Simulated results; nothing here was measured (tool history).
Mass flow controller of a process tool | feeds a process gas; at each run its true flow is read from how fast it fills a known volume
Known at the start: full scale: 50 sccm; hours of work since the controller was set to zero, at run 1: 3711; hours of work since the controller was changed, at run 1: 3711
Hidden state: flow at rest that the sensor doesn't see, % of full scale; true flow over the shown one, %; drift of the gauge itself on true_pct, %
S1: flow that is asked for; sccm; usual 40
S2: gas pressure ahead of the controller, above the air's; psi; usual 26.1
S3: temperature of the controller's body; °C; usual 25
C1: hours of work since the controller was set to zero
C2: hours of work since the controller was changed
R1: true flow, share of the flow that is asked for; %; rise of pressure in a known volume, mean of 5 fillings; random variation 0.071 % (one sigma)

| run | hour | S1 | S2 | S3 | C1 | C2 | R1 |
|---|---|---|---|---|---|---|---|
| 1 | 0.0 | 40 | 26.1 | 25 | 3711 | 3711 | 100.89 |
| 2 | 101.8 | 39 | 26.1 | 25 | 3784 | 3784 | 100.95 |
| 3 | 221.7 | 39 | 26.1 | 25 | 3869 | 3869 | 101.02 |
| 4 | 377.2 | 40 | 26.1 | 36 | 3981 | 3981 | 100.82 |
| 5 | 556.5 | 40 | 26.1 | 25 | 4109 | 4109 | 101.24 |
| 6 | 748.4 | 40 | 26.1 | 25 | 4246 | 4246 | 101.19 |
| 7 | 865.0 | 40 | 26.1 | 28 | 4330 | 4330 | 101.19 |
| 8 | 1044.5 | 40 | 35.5 | 28 | 4458 | 4458 | 101.66 |
| 9 | 1126.9 | 40 | 26.1 | 25 | 4517 | 4517 | 101.26 |
| 10 | 1248.4 | 40 | 28.6 | 25 | 4604 | 4604 | 101.53 |
| 11 | 1447.4 | 35 | 26.1 | 22 | 4746 | 4746 | 101.37 |
| 12 | 1557.2 | 35 | 27.7 | 32 | 4825 | 4825 | 101.04 |
| 13 | 1695.0 | 13 | 34.7 | 37 | 4923 | 4923 | 99.75 |
| 14 | 1834.9 | 9 | 40.2 | 24 | 5023 | 5023 | 99.54 |
| 15 | 1953.4 | 15 | 28.0 | 25 | 5108 | 5108 | 100.09 |
| 16 | 2104.3 | 38 | 37.1 | 25 | 5216 | 5216 | 102.13 |
| 17 | 2272.9 | 11 | 21.9 | 25 | 5337 | 5337 | 99.14 |

The next listed run, before its measurement:
| 18 | 2401.4 | 5 | 37.1 | 24 | 5429 | 5429 | ? |

{"run 18": {"R1": 96.88}}
Without the tool's hidden state the same run would have given R1 99.57 %.

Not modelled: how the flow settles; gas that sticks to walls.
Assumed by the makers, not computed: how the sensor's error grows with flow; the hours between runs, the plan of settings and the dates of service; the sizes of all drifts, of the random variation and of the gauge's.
